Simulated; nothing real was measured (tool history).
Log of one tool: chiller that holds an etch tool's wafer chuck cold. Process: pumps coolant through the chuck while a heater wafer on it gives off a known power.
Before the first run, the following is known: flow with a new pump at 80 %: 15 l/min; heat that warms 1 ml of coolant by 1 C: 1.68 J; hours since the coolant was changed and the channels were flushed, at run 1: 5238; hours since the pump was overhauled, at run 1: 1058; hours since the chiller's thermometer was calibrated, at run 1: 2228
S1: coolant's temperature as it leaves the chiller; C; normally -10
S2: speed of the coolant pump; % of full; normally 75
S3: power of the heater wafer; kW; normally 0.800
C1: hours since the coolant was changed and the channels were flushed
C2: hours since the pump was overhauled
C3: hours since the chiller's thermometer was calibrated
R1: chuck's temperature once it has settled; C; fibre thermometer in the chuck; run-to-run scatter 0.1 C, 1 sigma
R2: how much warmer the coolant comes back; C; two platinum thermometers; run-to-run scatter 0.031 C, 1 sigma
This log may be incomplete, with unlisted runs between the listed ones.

Run 1, day 0.000: usual settings; C1 5238; C2 1058; C3 2228. Result: R1 0.4 C, R2 2.08 C.
Run 2, day 0.662: usual settings; C1 5254; C2 1074; C3 2244. Result: R1 0.4 C, R2 2.07 C.
Run 3, day 1.308: usual settings; C1 5269; C2 1090; C3 2259. Result: R1 0.4 C, R2 2.10 C.
Run 4, day 2.029: usual settings; C1 5287; C2 1107; C3 2277. Result: R1 0.3 C, R2 2.14 C.
Run 5, day 2.979: usual settings; C1 5309; C2 1130; C3 2299. Result: R1 0.5 C, R2 2.09 C.
Run 6, day 4.021: usual settings; C1 5334; C2 1155; C3 2324. Result: R1 0.2 C, R2 2.01 C.
Run 7, day 5.117: usual settings but S1 -13 C; C1 5361; C2 1181; C3 2351. Result: R1 -2.6 C, R2 2.10 C.
Run 8, day 6.596: usual settings but S1 -13 C; C1 5396; C2 1217; C3 2386. Result: R1 -2.5 C, R2 2.09 C.
Run 9, day 7.938: usual settings but S1 -13 C; C1 5428; C2 1249; C3 2418. Result: R1 -2.4 C, R2 2.11 C.
Run 10, day 9.229: usual settings but S2 69 % of full; C1 5459; C2 1280; C3 2449. Result: R1 0.7 C, R2 2.28 C.
Run 11, day 10.104: usual settings but S1 -8 C; C1 5480; C2 1301; C3 2470. Result: R1 2.4 C, R2 2.07 C.
Run 12, day 11.600: usual settings but S1 -8 C; C1 5516; C2 1337; C3 2506. Result: R1 2.5 C, R2 2.10 C.
Run 13, day 12.904: usual settings but S1 -8 C; C1 5548; C2 1368; C3 2537. Result: R1 2.3 C, R2 2.08 C.
Run 14, day 13.871: usual settings but S2 65 % of full; C1 5571; C2 1391; C3 2561. Result: R1 1.1 C, R2 2.43 C.
Run 15, day 14.721: usual settings; C1 5591; C2 1411; C3 2581. Result: R1 0.3 C, R2 2.11 C.
Run 16, day 16.212: usual settings; C1 5627; C2 1447; C3 2617. Result: R1 0.3 C, R2 2.09 C.
Run 17, day 17.450: usual settings but S2 84 % of full; C1 5657; C2 1477; C3 2647. Result: R1 -0.3 C, R2 1.91 C.
Run 18, day 18.933: usual settings but S2 84 % of full; C1 5692; C2 1513; C3 2682. Result: R1 -0.2 C, R2 1.89 C.
Run 19, day 20.021: usual settings but S2 84 % of full; C1 5718; C2 1539; C3 2708. Result: R1 -0.1 C, R2 1.88 C.
Run 20, day 21.288: usual settings but S3 0.776 kW; C1 5749; C2 1569; C3 2739. Result: R1 0.2 C, R2 2.05 C.
Run 21, day 22.021: usual settings but S1 -19 C, S2 61 % of full; C1 5766; C2 1587; C3 2756. Result: R1 -7.4 C, R2 2.49 C.

The next listed run, before its measurement:
At day 22.146: chiller's thermometer calibrated.
Run 22, day 22.854: usual settings but S2 84 % of full; C1 5785; C2 1606; C3 17. Result: R1 ?, R2 ?.

For run 22 the tool returned R1 0.2 C, R2 1.96 C.
On a tool with no hidden condition, and with the same random variation, this run would have come out at R1 -0.7 C, R2 1.89 C.

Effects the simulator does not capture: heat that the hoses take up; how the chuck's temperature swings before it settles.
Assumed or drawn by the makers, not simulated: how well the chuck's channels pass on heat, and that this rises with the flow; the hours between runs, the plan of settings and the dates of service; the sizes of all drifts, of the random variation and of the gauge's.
